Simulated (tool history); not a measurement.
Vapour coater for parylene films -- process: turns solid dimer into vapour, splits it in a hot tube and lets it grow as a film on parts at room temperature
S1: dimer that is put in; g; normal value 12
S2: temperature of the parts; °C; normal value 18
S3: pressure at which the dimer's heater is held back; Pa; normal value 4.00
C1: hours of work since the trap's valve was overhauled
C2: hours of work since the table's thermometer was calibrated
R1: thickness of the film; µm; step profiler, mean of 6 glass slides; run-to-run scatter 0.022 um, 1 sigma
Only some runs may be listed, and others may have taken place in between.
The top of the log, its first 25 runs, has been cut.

run,hour,S1,S2,S3,C1,C2,R1
26,1009.1,5,11,3.91,119,66,1.10
27,1060.5,13,30,2.68,144,91,1.96
28,1086.5,12,11,4.00,156,103,2.71
29,1121.2,12,26,5.53,173,120,1.74
30,1172.3,6,20,4.00,197,144,1.08
31,1198.7,19,11,4.00,210,157,4.17
32,1223.0,12,18,4.28,222,169,2.19
33,1270.0,12,18,4.28,244,191,2.19
34,1305.0,12,18,4.28,261,208,2.18
35,1329.1,7,30,9.95,273,220,0.81
36,1358.7,7,30,9.95,287,234,0.82
37,1383.9,12,18,2.18,299,246,2.49
38,1435.5,9,18,6.83,324,271,1.55
39,1472.3,9,21,6.83,341,288,1.36
40,1508.9,9,11,4.00,359,306,1.98
41,1546.2,5,18,3.03,377,324,0.95
42,1580.5,18,18,9.32,393,340,2.82
43,1607.1,18,18,9.32,406,353,2.80
44,1662.4,18,18,9.32,433,380,2.77
45,1718.9,8,26,9.32,460,407,0.99
46,1774.7,8,26,9.32,487,434,1.02

Branching from run 46: 5 alternative next runs. What would each branch give?
A,1814.3,8,12,7.60,506,453,?
B,1814.3,20,21,4.00,506,453,?
C,1814.3,7,14,9.32,506,453,?
D,1814.3,5,23,5.37,506,453,?
E,1814.3,14,26,8.18,506,453,?

run,R1
A,1.52
B,3.48
C,1.20
D,0.76
E,1.86
Stripped of hidden state, with their random variation kept, the same runs would have yielded:
run,R1
A,1.53
B,3.49
C,1.20
D,0.76
E,1.87
